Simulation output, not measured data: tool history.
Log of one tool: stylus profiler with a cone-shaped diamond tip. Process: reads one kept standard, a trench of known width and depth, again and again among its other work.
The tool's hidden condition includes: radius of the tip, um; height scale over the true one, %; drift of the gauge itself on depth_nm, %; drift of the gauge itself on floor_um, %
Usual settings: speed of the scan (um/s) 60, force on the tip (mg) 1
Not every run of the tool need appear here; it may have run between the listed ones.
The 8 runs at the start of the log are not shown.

| run | hour | speed of the scan (um/s) | force on the tip (mg) | scans with this tip | hours of work since the height scale was calibrated | depth of the trench (nm) | width of the trench's floor (µm) |
|---|---|---|---|---|---|---|---|
| 9 | 625.9 | 60 | 2.7 | 11818 | 1101 | 1018.65 | 24.98 |
|  | 660.8 | height scale calibrated on a step standard |
| 10 | 725.5 | 60 | 1.5 | 12111 | 37 | 1015.76 | 24.83 |
| 11 | 822.9 | 60 | 1.5 | 12399 | 93 | 1016.07 | 24.78 |
|  | 864.5 | height scale calibrated on a step standard, once more |
| 12 | 864.5 | 60 | 1.5 | 12520 | 0 | 1009.12 | 24.8 |
| 13 | 918.4 | 60 | 1.5 | 12680 | 31 | 1009.01 | 24.74 |
| 14 | 961.9 | 60 | 1.5 | 12809 | 56 | 1009.29 | 24.78 |
| 15 | 1034 | 60 | 0.73 | 13022 | 97 | 1005.85 | 24.54 |
| 16 | 1089.7 | 60 | 1 | 13187 | 129 | 1006.98 | 24.69 |
| 17 | 1177.1 | 60 | 1 | 13445 | 180 | 1007.46 | 24.64 |
| 18 | 1245.9 | 16 | 1 | 13648 | 219 | 1007.66 | 24.95 |
| 19 | 1332 | 16 | 1 | 13903 | 269 | 1008.19 | 24.99 |
| 20 | 1402.2 | 60 | 1 | 14111 | 309 | 1008.02 | 24.58 |
| 21 | 1482.4 | 60 | 1 | 14348 | 355 | 1008.12 | 24.52 |
| 22 | 1576.7 | 114 | 1 | 14627 | 409 | 1008.28 | 24.1 |
| 23 | 1643.5 | 114 | 1 | 14825 | 447 | 1008.68 | 24.03 |
| 24 | 1719.3 | 23 | 1.44 | 15049 | 491 | 1010.81 | 24.85 |
| 25 | 1814.1 | 170 | 0.61 | 15329 | 546 | 1007.19 | 23.04 |
| 26 | 1868 | 170 | 0.96 | 15489 | 576 | 1008.89 | 23.45 |
| 27 | 1947.4 | 126 | 0.6 | 15723 | 622 | 1007.42 | 23.49 |
| 28 | 2022.7 | 126 | 0.6 | 15946 | 665 | 1007.74 | 23.48 |
| 29 | 2076.8 | 126 | 0.6 | 16106 | 696 | 1007.96 | 23.5 |
| 30 | 2175.3 | 45 | 0.57 | 16398 | 753 | 1007.91 | 24.36 |
| 31 | 2255.8 | 67 | 2.82 | 16636 | 799 | 1017.06 | 24.49 |
| 32 | 2346.3 | 67 | 2.82 | 16904 | 851 | 1017.48 | 24.51 |
| 33 | 2407.5 | 16 | 2.78 | 17084 | 886 | 1017.46 | 24.72 |

Predict the results of run 34:
| 34 | 2497.8 | 156 | 0.36 | 17352 | 938 | ? | ? |

{"run 34": {"depth of the trench (nm)": 1007.15, "width of the trench's floor (µm)": 22.49}}
Minus the tool's unlogged condition, the same run would have read depth of the trench (nm) 1003.46, width of the trench's floor (µm) 24.21.
